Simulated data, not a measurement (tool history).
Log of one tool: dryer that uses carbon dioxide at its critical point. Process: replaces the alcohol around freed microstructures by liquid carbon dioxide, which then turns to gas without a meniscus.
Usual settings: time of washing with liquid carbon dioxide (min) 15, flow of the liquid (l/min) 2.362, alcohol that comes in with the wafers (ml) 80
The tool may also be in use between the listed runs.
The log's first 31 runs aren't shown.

run	hour	time of washing with liquid carbon dioxide (min)	flow of the liquid (l/min)	alcohol that comes in with the wafers (ml)	hours of work since the filter was changed	hours of work since the purifier's bed was changed	alcohol left in the vessel before it's heated (ppm by volume)
32	1295.6	12	1.9	80	246	1172	230
33	1325.2	15	2.05	80	256	1182	78
34	1384.5	9	3.93	37	274	1200	35
35	1447.1	9	3.93	82	294	1220	51
36	1506.4	9	3.93	101	312	1238	49
37	1539.9	14	1.59	25	323	1249	112
38	1573.8	15	1.73	25	334	1260	73
39	1603	12	1.98	28	343	1269	103
40	1654.2	21	3.41	42	359	1285	31
41	1701.2	15	3.22	88	374	1300	36
42	1740.9	14	1.73	36	386	1312	123
# hour 1750.5: inlet filter changed
43	1782.8	10	2.362	80	10	1325	137
44	1818.2	17	1.83	93	21	1336	67
45	1855.8	17	1.83	93	33	1348	50
46	1896.5	14	2.362	28	46	1361	44

Forecast each of these 5 alternatives for the next run:
A	1936.9	14	2.362	46	58	1373	?
B	1936.9	14	1.64	53	58	1373	?
C	1936.9	12	2.21	69	58	1373	?
D	1936.9	14	2.362	57	58	1373	?
E	1936.9	14	2.362	25	58	1373	?

run	alcohol left in the vessel before it's heated (ppm by volume)
A	46
B	130
C	89
D	45
E	36
Without the tool's hidden state the same runs would have given:
run	alcohol left in the vessel before it's heated (ppm by volume)
A	13
B	87
C	50
D	13
E	4

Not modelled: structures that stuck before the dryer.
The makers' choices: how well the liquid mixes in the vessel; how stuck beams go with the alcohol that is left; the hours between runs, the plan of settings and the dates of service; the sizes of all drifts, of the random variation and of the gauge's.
